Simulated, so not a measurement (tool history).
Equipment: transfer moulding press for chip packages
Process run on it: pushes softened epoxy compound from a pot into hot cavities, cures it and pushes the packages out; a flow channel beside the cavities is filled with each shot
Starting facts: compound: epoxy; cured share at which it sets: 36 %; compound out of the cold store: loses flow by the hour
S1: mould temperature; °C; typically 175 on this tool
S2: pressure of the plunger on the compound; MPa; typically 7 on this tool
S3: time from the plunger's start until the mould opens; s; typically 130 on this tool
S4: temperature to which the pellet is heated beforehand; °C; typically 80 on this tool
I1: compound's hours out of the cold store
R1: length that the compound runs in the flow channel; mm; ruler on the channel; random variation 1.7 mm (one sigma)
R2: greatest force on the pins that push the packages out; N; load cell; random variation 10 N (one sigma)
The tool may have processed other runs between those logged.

run    hour   S1    S2   S3  S4    I1   R1   R2
  1       0  175     7  130  80  47.7  518  673
       23.9  -- mould's thermocouples calibrated
  2    38.4  175     7  130  80  28.2  546  807
         54  -- cavities cleaned with cleaning compound and waxed
  3    72.5  175     7  130  80  35.5  533  556
  4   143.5  175     7  130  80  10.5  571  806
      151.4  -- cavities cleaned with cleaning compound and waxed
  5   195.3  175     7  130  80  12.7  561  668
      249.2  -- cavities cleaned with cleaning compound and waxed
  6   260.1  175     7  130  80   9.3  564  555
      269.4  -- plunger's sealing rings changed
  7   315.8  175     7  130  80  44.5  541  709
  8   345.5  175     7  130  80  46.8  540  759
      353.7  -- cavities cleaned with cleaning compound and waxed
  9   395.6  175     7  130  80    46  539  626
 10   438.8  175     7  117  80  10.8  589  965
      451.2  -- cavities cleaned with cleaning compound and waxed
 11   475.6  175     7  117  80  22.9  569  685
 12   530.9  175     7  117  80  28.9  556  884
      551.5  -- cavities cleaned with cleaning compound and waxed
 13   599.8  175     7  117  80  42.6  532  791
 14   643.9  175     7  117  80   9.7  584  937
      648.5  -- cavities cleaned with cleaning compound and waxed
 15   699.3  175     7  117  80  25.4  558  780
      745.4  -- cavities cleaned with cleaning compound and waxed
      757.1  -- mould's thermocouples calibrated
 16   774.5  179  6.75  116  80  43.7  511  591
 17   819.2  179  7.56  133  72  39.3  544  685
      844.5  -- cavities cleaned with cleaning compound and waxed
 18   887.8  178     7  130  80   9.5  568  610
      943.5  -- cavities cleaned with cleaning compound and waxed
 19   943.5  178     7  130  80  35.8  528  436
 20   998.3  178     7  130  80  46.4  510  644
     1041.7  -- cavities cleaned with cleaning compound and waxed
 21  1046.6  175   7.9  118  80  15.4  592  616
 22  1105.8  175   7.9  118  80  23.7  577  868
       1114  -- plunger's sealing rings changed
     1143.6  -- cavities cleaned with cleaning compound and waxed
 23  1151.9  175   7.9  118  80  13.4  628  607
 24  1214.3  175   7.9  118  80  27.6  605  849

For run 25, what comes out?
     1241.2  -- cavities cleaned with cleaning compound and waxed
 25  1264.2  175  7.9  118  80  21   ?   ?

Run 25 gave R1 615 mm, R2 681 N.
The same run, on a tool lacking any hidden state, would have yielded R1 624 mm, R2 567 N.

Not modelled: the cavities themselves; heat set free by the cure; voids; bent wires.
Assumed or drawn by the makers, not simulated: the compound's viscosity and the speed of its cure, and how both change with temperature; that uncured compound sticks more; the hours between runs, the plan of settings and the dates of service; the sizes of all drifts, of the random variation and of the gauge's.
